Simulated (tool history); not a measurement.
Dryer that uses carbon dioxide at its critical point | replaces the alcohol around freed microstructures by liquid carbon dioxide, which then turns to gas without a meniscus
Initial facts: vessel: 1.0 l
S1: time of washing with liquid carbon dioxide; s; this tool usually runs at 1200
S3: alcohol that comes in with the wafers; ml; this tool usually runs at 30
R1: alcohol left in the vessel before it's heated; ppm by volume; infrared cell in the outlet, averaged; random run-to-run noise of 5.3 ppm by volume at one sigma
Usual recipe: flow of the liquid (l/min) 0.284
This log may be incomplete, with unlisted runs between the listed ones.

{"run": 1, "hour": 0.0, "S1": 1200, "flow of the liquid (l/min)": 0.284, "S3": 30, "R1": 128}
{"run": 2, "hour": 7.1, "S1": 1200, "flow of the liquid (l/min)": 0.284, "S3": 70, "R1": 310}
{"run": 3, "hour": 12.9, "S1": 1200, "flow of the liquid (l/min)": 0.284, "S3": 30, "R1": 126}
{"run": 4, "hour": 17.7, "S1": 1200, "flow of the liquid (l/min)": 0.284, "S3": 30, "R1": 139}
{"run": 5, "hour": 25.4, "S1": 1740, "flow of the liquid (l/min)": 0.284, "S3": 30, "R1": 18}
{"run": 6, "hour": 31.7, "S1": 1200, "flow of the liquid (l/min)": 0.464, "S3": 30, "R1": 20}
{"run": 7, "hour": 40.5, "S1": 1200, "flow of the liquid (l/min)": 0.464, "S3": 30, "R1": 14}
{"run": 8, "hour": 45.1, "S1": 1200, "flow of the liquid (l/min)": 0.284, "S3": 100, "R1": 446}
{"run": 9, "hour": 53.3, "S1": 1200, "flow of the liquid (l/min)": 0.284, "S3": 100, "R1": 447}
{"run": 10, "hour": 64.7, "S1": 1200, "flow of the liquid (l/min)": 0.284, "S3": 100, "R1": 437}
{"run": 11, "hour": 70.1, "S1": 720, "flow of the liquid (l/min)": 0.413, "S3": 29, "R1": 284}
{"run": 12, "hour": 78.3, "S1": 1200, "flow of the liquid (l/min)": 0.26, "S3": 21, "R1": 175}
{"run": 13, "hour": 87.3, "S1": 1200, "flow of the liquid (l/min)": 0.284, "S3": 65, "R1": 309}
{"run": 14, "hour": 97.5, "S1": 1200, "flow of the liquid (l/min)": 0.284, "S3": 65, "R1": 295}
{"run": 15, "hour": 105.1, "S1": 1200, "flow of the liquid (l/min)": 0.188, "S3": 22, "R1": 613}
{"run": 16, "hour": 114.1, "S1": 1740, "flow of the liquid (l/min)": 0.218, "S3": 30, "R1": 98}
{"run": 17, "hour": 121.9, "S1": 1740, "flow of the liquid (l/min)": 0.218, "S3": 30, "R1": 97}

Branching from run 17: 5 alternative next runs. What would each branch give?
{"run": "A", "hour": 132.7, "S1": 900, "flow of the liquid (l/min)": 0.348, "S3": 23, "R1": "?"}
{"run": "B", "hour": 132.7, "S1": 780, "flow of the liquid (l/min)": 0.204, "S3": 99, "R1": "?"}
{"run": "C", "hour": 132.7, "S1": 960, "flow of the liquid (l/min)": 0.443, "S3": 36, "R1": "?"}
{"run": "D", "hour": 132.7, "S1": 1740, "flow of the liquid (l/min)": 0.275, "S3": 59, "R1": "?"}
{"run": "E", "hour": 132.7, "S1": 1200, "flow of the liquid (l/min)": 0.291, "S3": 30, "R1": "?"}

run=A R1=184
run=B R1=7599
run=C R1=72
run=D R1=54
run=E R1=143
With the hidden condition removed and each run's random variation left untouched, the same runs would have given:
run=A R1=141
run=B R1=7106
run=C R1=40
run=D R1=25
run=E R1=103
